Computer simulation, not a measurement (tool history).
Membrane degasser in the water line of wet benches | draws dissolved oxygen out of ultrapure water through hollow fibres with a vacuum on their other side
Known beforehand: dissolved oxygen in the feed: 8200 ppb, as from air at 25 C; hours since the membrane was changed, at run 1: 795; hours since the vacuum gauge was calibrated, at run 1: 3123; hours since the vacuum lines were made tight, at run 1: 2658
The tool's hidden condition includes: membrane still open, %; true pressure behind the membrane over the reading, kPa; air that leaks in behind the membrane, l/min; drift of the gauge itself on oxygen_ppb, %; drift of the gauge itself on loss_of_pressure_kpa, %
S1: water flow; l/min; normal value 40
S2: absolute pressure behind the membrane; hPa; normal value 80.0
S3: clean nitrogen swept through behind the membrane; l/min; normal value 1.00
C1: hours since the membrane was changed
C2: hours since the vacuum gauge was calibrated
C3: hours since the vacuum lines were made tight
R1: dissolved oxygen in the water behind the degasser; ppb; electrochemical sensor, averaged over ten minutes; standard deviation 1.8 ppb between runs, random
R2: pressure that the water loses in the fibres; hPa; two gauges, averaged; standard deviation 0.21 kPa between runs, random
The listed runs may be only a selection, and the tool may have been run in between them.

{"run": 1, "day": 0.0, "S1": 40, "S2": 80.0, "S3": 1.0, "C1": 795, "C2": 3123, "C3": 2658, "R1": 397.2, "R2": 501.2}
{"day": 6.704, "done": "vacuum gauge calibrated"}
{"run": 2, "day": 6.704, "S1": 40, "S2": 80.0, "S3": 1.0, "C1": 956, "C2": 0, "C3": 2818, "R1": 391.8, "R2": 498.5}
{"run": 3, "day": 11.496, "S1": 40, "S2": 80.0, "S3": 1.0, "C1": 1071, "C2": 115, "C3": 2933, "R1": 390.5, "R2": 501.4}
{"run": 4, "day": 15.521, "S1": 40, "S2": 80.0, "S3": 1.0, "C1": 1167, "C2": 212, "C3": 3030, "R1": 388.1, "R2": 505.3}
{"run": 5, "day": 21.471, "S1": 40, "S2": 80.0, "S3": 1.0, "C1": 1310, "C2": 354, "C3": 3173, "R1": 392.8, "R2": 502.7}
{"run": 6, "day": 26.583, "S1": 40, "S2": 165.6, "S3": 1.0, "C1": 1433, "C2": 477, "C3": 3295, "R1": 985.1, "R2": 504.7}
{"run": 7, "day": 31.421, "S1": 40, "S2": 80.0, "S3": 1.0, "C1": 1549, "C2": 593, "C3": 3411, "R1": 391.7, "R2": 502.1}
{"run": 8, "day": 37.112, "S1": 40, "S2": 80.0, "S3": 1.0, "C1": 1686, "C2": 730, "C3": 3548, "R1": 390.9, "R2": 501.8}
{"run": 9, "day": 43.267, "S1": 40, "S2": 88.0, "S3": 1.0, "C1": 1833, "C2": 878, "C3": 3696, "R1": 451.0, "R2": 503.9}
{"run": 10, "day": 47.958, "S1": 40, "S2": 88.0, "S3": 1.0, "C1": 1946, "C2": 990, "C3": 3808, "R1": 450.4, "R2": 502.0}
{"run": 11, "day": 52.475, "S1": 40, "S2": 80.0, "S3": 1.0, "C1": 2054, "C2": 1099, "C3": 3917, "R1": 394.7, "R2": 503.8}
{"run": 12, "day": 58.596, "S1": 40, "S2": 80.0, "S3": 1.0, "C1": 2201, "C2": 1245, "C3": 4064, "R1": 394.0, "R2": 501.4}
{"run": 13, "day": 64.1, "S1": 40, "S2": 80.0, "S3": 1.0, "C1": 2333, "C2": 1378, "C3": 4196, "R1": 395.4, "R2": 503.0}
{"run": 14, "day": 71.108, "S1": 40, "S2": 80.0, "S3": 1.0, "C1": 2502, "C2": 1546, "C3": 4364, "R1": 394.8, "R2": 504.9}
{"run": 15, "day": 74.408, "S1": 40, "S2": 80.0, "S3": 1.0, "C1": 2581, "C2": 1625, "C3": 4443, "R1": 396.5, "R2": 504.9}
{"run": 16, "day": 81.062, "S1": 40, "S2": 80.0, "S3": 1.0, "C1": 2740, "C2": 1785, "C3": 4603, "R1": 397.7, "R2": 507.0}
{"run": 17, "day": 85.446, "S1": 40, "S2": 80.0, "S3": 1.0, "C1": 2846, "C2": 1890, "C3": 4708, "R1": 395.0, "R2": 504.7}
{"run": 18, "day": 90.433, "S1": 35, "S2": 63.9, "S3": 0.71, "C1": 2965, "C2": 2010, "C3": 4828, "R1": 310.8, "R2": 442.7}
{"run": 19, "day": 95.071, "S1": 40, "S2": 64.4, "S3": 1.0, "C1": 3077, "C2": 2121, "C3": 4939, "R1": 282.9, "R2": 509.4}
{"run": 20, "day": 100.354, "S1": 54, "S2": 49.5, "S3": 1.76, "C1": 3203, "C2": 2248, "C3": 5066, "R1": 189.3, "R2": 685.3}
{"run": 21, "day": 106.017, "S1": 36, "S2": 115.9, "S3": 1.0, "C1": 3339, "C2": 2384, "C3": 5202, "R1": 596.7, "R2": 451.0}
{"run": 22, "day": 109.067, "S1": 37, "S2": 80.0, "S3": 2.67, "C1": 3413, "C2": 2457, "C3": 5275, "R1": 169.6, "R2": 471.0}
{"run": 23, "day": 113.25, "S1": 37, "S2": 146.4, "S3": 0.92, "C1": 3513, "C2": 2557, "C3": 5375, "R1": 862.1, "R2": 468.5}
{"run": 24, "day": 117.225, "S1": 37, "S2": 146.4, "S3": 0.92, "C1": 3608, "C2": 2653, "C3": 5471, "R1": 867.4, "R2": 470.0}
{"run": 25, "day": 124.108, "S1": 40, "S2": 62.6, "S3": 1.0, "C1": 3774, "C2": 2818, "C3": 5636, "R1": 269.3, "R2": 505.8}
{"run": 26, "day": 129.075, "S1": 55, "S2": 62.6, "S3": 1.0, "C1": 3893, "C2": 2937, "C3": 5755, "R1": 393.6, "R2": 696.6}
{"run": 27, "day": 135.683, "S1": 44, "S2": 54.4, "S3": 0.61, "C1": 4051, "C2": 3096, "C3": 5914, "R1": 317.5, "R2": 559.4}
{"run": 28, "day": 139.483, "S1": 30, "S2": 80.0, "S3": 1.64, "C1": 4143, "C2": 3187, "C3": 6005, "R1": 205.0, "R2": 379.7}
{"run": 29, "day": 142.454, "S1": 27, "S2": 113.4, "S3": 2.06, "C1": 4214, "C2": 3258, "C3": 6076, "R1": 248.1, "R2": 344.0}
{"day": 143.521, "done": "vacuum gauge calibrated"}
{"run": 30, "day": 146.717, "S1": 27, "S2": 113.4, "S3": 2.06, "C1": 4316, "C2": 77, "C3": 6178, "R1": 244.0, "R2": 339.9}
{"run": 31, "day": 151.317, "S1": 27, "S2": 113.4, "S3": 2.06, "C1": 4426, "C2": 187, "C3": 6288, "R1": 247.3, "R2": 342.3}
{"run": 32, "day": 156.867, "S1": 52, "S2": 80.0, "S3": 1.76, "C1": 4559, "C2": 320, "C3": 6422, "R1": 354.4, "R2": 664.2}
{"run": 33, "day": 162.988, "S1": 33, "S2": 69.4, "S3": 1.62, "C1": 4706, "C2": 467, "C3": 6569, "R1": 177.7, "R2": 418.6}

Alternative continuations, all from the tool just after run 33; predict every row:
{"run": "A", "day": 167.388, "S1": 46, "S2": 69.4, "S3": 1.42, "C1": 4812, "C2": 573, "C3": 6674, "R1": "?", "R2": "?"}
{"run": "B", "day": 167.388, "S1": 33, "S2": 145.5, "S3": 1.62, "C1": 4812, "C2": 573, "C3": 6674, "R1": "?", "R2": "?"}
{"run": "C", "day": 167.388, "S1": 29, "S2": 80.0, "S3": 1.0, "C1": 4812, "C2": 573, "C3": 6674, "R1": "?", "R2": "?"}

run=A R1=286.7 R2=584.7
run=B R1=501.2 R2=421.0
run=C R1=293.9 R2=370.3
Without the tool's hidden state the same runs would have given:
run=A R1=279.0 R2=572.1
run=B R1=496.6 R2=411.9
run=C R1=289.8 R2=362.3

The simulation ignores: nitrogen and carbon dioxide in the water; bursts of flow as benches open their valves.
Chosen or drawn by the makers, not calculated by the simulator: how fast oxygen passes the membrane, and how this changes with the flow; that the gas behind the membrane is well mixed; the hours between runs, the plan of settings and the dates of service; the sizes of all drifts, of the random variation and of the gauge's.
